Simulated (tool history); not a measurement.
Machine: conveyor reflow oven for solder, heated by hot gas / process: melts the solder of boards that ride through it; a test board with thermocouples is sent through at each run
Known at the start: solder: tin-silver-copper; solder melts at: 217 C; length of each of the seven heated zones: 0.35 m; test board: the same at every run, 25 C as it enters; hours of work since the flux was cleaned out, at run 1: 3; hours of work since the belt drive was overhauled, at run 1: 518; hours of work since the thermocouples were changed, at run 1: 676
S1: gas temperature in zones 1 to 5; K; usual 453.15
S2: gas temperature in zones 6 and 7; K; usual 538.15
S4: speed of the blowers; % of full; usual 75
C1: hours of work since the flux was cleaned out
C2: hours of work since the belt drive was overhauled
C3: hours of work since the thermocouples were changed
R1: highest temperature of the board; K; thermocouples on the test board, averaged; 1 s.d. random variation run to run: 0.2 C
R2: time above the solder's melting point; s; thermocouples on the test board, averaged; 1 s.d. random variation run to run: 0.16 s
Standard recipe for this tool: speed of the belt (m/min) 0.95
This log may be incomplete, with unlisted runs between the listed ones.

Run 1, hour 0: usual settings; C1 3; C2 518; C3 676. Result: R1 525.35 K, R2 34.2 s.
Run 2, hour 37.4: usual settings but S4 63 % of full; C1 32; C2 547; C3 705. Result: R1 522.25 K, R2 32.6 s.
Run 3, hour 72.4: usual settings but S4 63 % of full; C1 59; C2 574; C3 732. Result: R1 521.65 K, R2 32.4 s.
Run 4, hour 99.9: usual settings but S4 63 % of full; C1 80; C2 595; C3 753. Result: R1 521.65 K, R2 32.3 s.
Run 5, hour 131: usual settings; C1 104; C2 619; C3 777. Result: R1 524.05 K, R2 33.9 s.
Run 6, hour 159.2: usual settings but S4 73 % of full; C1 126; C2 641; C3 799. Result: R1 523.65 K, R2 33.7 s.
At hour 166.1: thermocouples of zones 6 and 7 changed.
Run 7, hour 206.4: usual settings but S4 73 % of full; C1 161; C2 676; C3 31. Result: R1 522.15 K, R2 32.6 s.
At hour 222.8: flux residue cleaned out of gas plates and filters.
Run 8, hour 255.1: usual settings but S4 73 % of full; C1 25; C2 709; C3 65. Result: R1 523.05 K, R2 33.7 s.
Run 9, hour 292.7: usual settings but S4 73 % of full; C1 54; C2 738; C3 94. Result: R1 522.95 K, R2 33.8 s.
Run 10, hour 335.3: usual settings; C1 87; C2 771; C3 127. Result: R1 523.05 K, R2 33.6 s.
Run 11, hour 365.8: usual settings; C1 110; C2 795; C3 150. Result: R1 523.15 K, R2 33.5 s.
Run 12, hour 403.1: usual settings; C1 139; C2 824; C3 179. Result: R1 523.25 K, R2 33.3 s.
Run 13, hour 429.4: usual settings but S1 462.15 K; C1 159; C2 844; C3 199. Result: R1 524.15 K, R2 36.2 s.
At hour 449.4: flux residue cleaned out of gas plates and filters.
Run 14, hour 475.4: usual settings but S1 462.15 K; C1 20; C2 875; C3 231. Result: R1 525.35 K, R2 37.2 s.
Run 15, hour 504.1: usual settings but S4 76 % of full; C1 42; C2 898; C3 253. Result: R1 524.25 K, R2 34 s.
Run 16, hour 547.1: usual settings but S4 76 % of full; C1 75; C2 931; C3 286. Result: R1 523.65 K, R2 34.2 s.
Run 17, hour 593.4: usual settings but S4 76 % of full; C1 111; C2 966; C3 322. Result: R1 523.15 K, R2 33.7 s.
Run 18, hour 624.4: usual settings but S4 76 % of full; C1 135; C2 990; C3 346. Result: R1 523.15 K, R2 33.6 s.
Run 19, hour 657.7: usual settings but S1 461.15 K, S2 541.15 K, speed of the belt (m/min) 0.897; C1 161; C2 1016; C3 371. Result: R1 528.75 K, R2 40.4 s.
At hour 677.3: flux residue cleaned out of gas plates and filters.
Run 20, hour 714.8: usual settings but S1 448.15 K; C1 29; C2 1056; C3 411. Result: R1 523.65 K, R2 33.1 s.
Run 21, hour 739.7: usual settings but S4 89 % of full; C1 48; C2 1075; C3 431. Result: R1 527.05 K, R2 36.2 s.
Run 22, hour 777.1: usual settings but S1 463.15 K, S2 527.15 K, speed of the belt (m/min) 0.907, S4 60 % of full; C1 77; C2 1104; C3 459. Result: R1 514.65 K, R2 34 s.
Run 23, hour 809.6: usual settings but S1 463.15 K, S2 527.15 K, speed of the belt (m/min) 0.907, S4 60 % of full; C1 102; C2 1129; C3 484. Result: R1 514.45 K, R2 33.7 s.
Run 24, hour 844.3: usual settings but S1 440.15 K, S2 543.15 K, S4 63 % of full; C1 129; C2 1156; C3 511. Result: R1 522.55 K, R2 30.4 s.
Run 25, hour 874: usual settings but S1 452.15 K, S4 52 % of full; C1 152; C2 1179; C3 534. Result: R1 517.25 K, R2 29.4 s.
At hour 902.6: flux residue cleaned out of gas plates and filters.
Run 26, hour 915.1: usual settings but S2 526.15 K, speed of the belt (m/min) 0.85; C1 10; C2 1207; C3 562. Result: R1 517.35 K, R2 35.8 s.
Run 27, hour 947.4: usual settings but S1 449.15 K, speed of the belt (m/min) 1.111, S4 71 % of full; C1 35; C2 1232; C3 587. Result: R1 518.05 K, R2 25 s.
Run 28, hour 971.6: usual settings but S1 468.15 K, S2 552.15 K, speed of the belt (m/min) 1.111, S4 73 % of full; C1 53; C2 1250; C3 606. Result: R1 533.85 K, R2 35.3 s.
Run 29, hour 1009.5: usual settings but speed of the belt (m/min) 0.793; C1 82; C2 1279; C3 635. Result: R1 529.75 K, R2 44.8 s.
Run 30, hour 1061.6: usual settings but S4 67 % of full; C1 123; C2 1320; C3 675. Result: R1 522.25 K, R2 32.9 s.

Here are 4 independent what-if runs from the current tool condition. What would each one return?
Run A, hour 1092: usual settings but speed of the belt (m/min) 1.081; C1 146; C2 1343; C3 698. Result: R1 ?, R2 ?.
Run B, hour 1092: usual settings but S1 461.15 K, S2 535.15 K, S4 52 % of full; C1 146; C2 1343; C3 698. Result: R1 ?, R2 ?.
Run C, hour 1092: usual settings but speed of the belt (m/min) 0.931; C1 146; C2 1343; C3 698. Result: R1 ?, R2 ?.
Run D, hour 1092: usual settings but S1 461.15 K; C1 146; C2 1343; C3 698. Result: R1 ?, R2 ?.

run      R1    R2
  A  520.35  27.5
  B  517.75  32.1
  C  524.95  35.6
  D  525.65  36.7
Take away the tool's hidden state, keep each run's random variation, and the runs would have read:
run      R1    R2
  A  519.75    27
  B  516.65  31.1
  C  524.05  34.8
  D  524.75  35.8
